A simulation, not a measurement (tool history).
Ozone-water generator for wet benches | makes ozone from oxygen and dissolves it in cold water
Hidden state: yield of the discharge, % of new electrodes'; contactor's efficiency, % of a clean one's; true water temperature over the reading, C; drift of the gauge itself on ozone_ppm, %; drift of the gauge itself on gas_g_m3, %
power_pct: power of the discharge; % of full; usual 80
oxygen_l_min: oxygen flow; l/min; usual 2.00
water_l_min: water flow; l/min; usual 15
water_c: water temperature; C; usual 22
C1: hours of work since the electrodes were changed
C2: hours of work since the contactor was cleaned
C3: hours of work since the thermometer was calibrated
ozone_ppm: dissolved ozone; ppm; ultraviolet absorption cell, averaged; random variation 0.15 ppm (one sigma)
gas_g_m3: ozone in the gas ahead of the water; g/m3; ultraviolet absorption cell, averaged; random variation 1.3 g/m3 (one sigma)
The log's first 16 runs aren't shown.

Run 17, day 22.721: usual settings; C1 645; C2 3899; C3 3476. Result: ozone_ppm 18.2 ppm, gas_g_m3 239.3 g/m3.
Run 18, day 24.096: usual settings; C1 672; C2 3926; C3 3503. Result: ozone_ppm 18.2 ppm, gas_g_m3 239.4 g/m3.
Run 19, day 25.446: usual settings; C1 698; C2 3952; C3 3530. Result: ozone_ppm 18.0 ppm, gas_g_m3 237.1 g/m3.
Run 20, day 27.279: usual settings but oxygen_l_min 1.12 l/min, water_c 18 C; C1 734; C2 3988; C3 3565. Result: ozone_ppm 17.5 ppm, gas_g_m3 336.7 g/m3.
Run 21, day 28.742: usual settings but oxygen_l_min 1.12 l/min, water_c 16 C; C1 763; C2 4016; C3 3594. Result: ozone_ppm 17.8 ppm, gas_g_m3 338.0 g/m3.
Run 22, day 29.683: usual settings but power_pct 95 % of full; C1 781; C2 4035; C3 3612. Result: ozone_ppm 19.9 ppm, gas_g_m3 258.5 g/m3.
Run 23, day 30.975: usual settings but oxygen_l_min 2.39 l/min, water_l_min 10 l/min; C1 806; C2 4060; C3 3638. Result: ozone_ppm 24.7 ppm, gas_g_m3 213.4 g/m3.
Run 24, day 32.025: usual settings but power_pct 54 % of full, oxygen_l_min 2.39 l/min, water_l_min 10 l/min; C1 827; C2 4081; C3 3658. Result: ozone_ppm 20.0 ppm, gas_g_m3 171.7 g/m3.
Run 25, day 33.617: usual settings but power_pct 54 % of full, oxygen_l_min 2.39 l/min, water_l_min 10 l/min; C1 858; C2 4112; C3 3689. Result: ozone_ppm 20.0 ppm, gas_g_m3 171.8 g/m3.
Run 26, day 35.162: usual settings but power_pct 86 % of full, oxygen_l_min 1.65 l/min, water_l_min 10 l/min; C1 888; C2 4142; C3 3719. Result: ozone_ppm 25.5 ppm, gas_g_m3 276.2 g/m3.
Run 27, day 37.054: usual settings but power_pct 86 % of full, oxygen_l_min 1.65 l/min, water_l_min 10 l/min; C1 925; C2 4179; C3 3757. Result: ozone_ppm 25.6 ppm, gas_g_m3 274.7 g/m3.
Run 28, day 37.900: usual settings but power_pct 57 % of full, oxygen_l_min 1.65 l/min, water_l_min 10 l/min, water_c 15 C; C1 942; C2 4195; C3 3773. Result: ozone_ppm 22.2 ppm, gas_g_m3 218.4 g/m3.
Run 29, day 39.833: usual settings but power_pct 56 % of full, oxygen_l_min 1.84 l/min, water_l_min 23 l/min, water_c 20 C; C1 980; C2 4233; C3 3811. Result: ozone_ppm 10.3 ppm, gas_g_m3 204.3 g/m3.
Run 30, day 41.042: usual settings but power_pct 56 % of full, oxygen_l_min 1.84 l/min, water_l_min 23 l/min, water_c 20 C; C1 1003; C2 4257; C3 3834. Result: ozone_ppm 10.3 ppm, gas_g_m3 202.8 g/m3.
At day 42.146: contactor cleaned.
Run 31, day 43.092: usual settings but power_pct 55 % of full, oxygen_l_min 1.53 l/min, water_l_min 24 l/min, water_c 20 C; C1 1040; C2 18; C3 3871. Result: ozone_ppm 9.3 ppm, gas_g_m3 228.0 g/m3.
Run 32, day 44.258: usual settings but water_l_min 10 l/min; C1 1063; C2 41; C3 3894. Result: ozone_ppm 24.6 ppm, gas_g_m3 234.1 g/m3.
Run 33, day 45.404: usual settings but power_pct 56 % of full, oxygen_l_min 1.83 l/min, water_l_min 13 l/min, water_c 29 C; C1 1085; C2 64; C3 3916. Result: ozone_ppm 15.1 ppm, gas_g_m3 201.6 g/m3.

3 ways to go on from here, each from the tool as it stands after run 33. What would each give?
Run A, day 46.746: usual settings but power_pct 56 % of full, oxygen_l_min 1.83 l/min, water_l_min 13 l/min, water_c 18 C; C1 1111; C2 90; C3 3943. Result: ozone_ppm ?, gas_g_m3 ?.
Run B, day 46.746: usual settings but power_pct 55 % of full, water_l_min 9 l/min, water_c 28 C; C1 1111; C2 90; C3 3943. Result: ozone_ppm ?, gas_g_m3 ?.
Run C, day 46.746: usual settings but power_pct 56 % of full, oxygen_l_min 1.83 l/min, water_l_min 13 l/min, water_c 15 C; C1 1111; C2 90; C3 3943. Result: ozone_ppm ?, gas_g_m3 ?.

run  ozone_ppm  gas_g_m3
  A       17.5     204.9
  B       19.5     190.5
  C       18.0     204.8
Without the tool's hidden state the same runs would have given:
run  ozone_ppm  gas_g_m3
  A       17.5     210.3
  B       19.5     195.5
  C       18.0     210.1
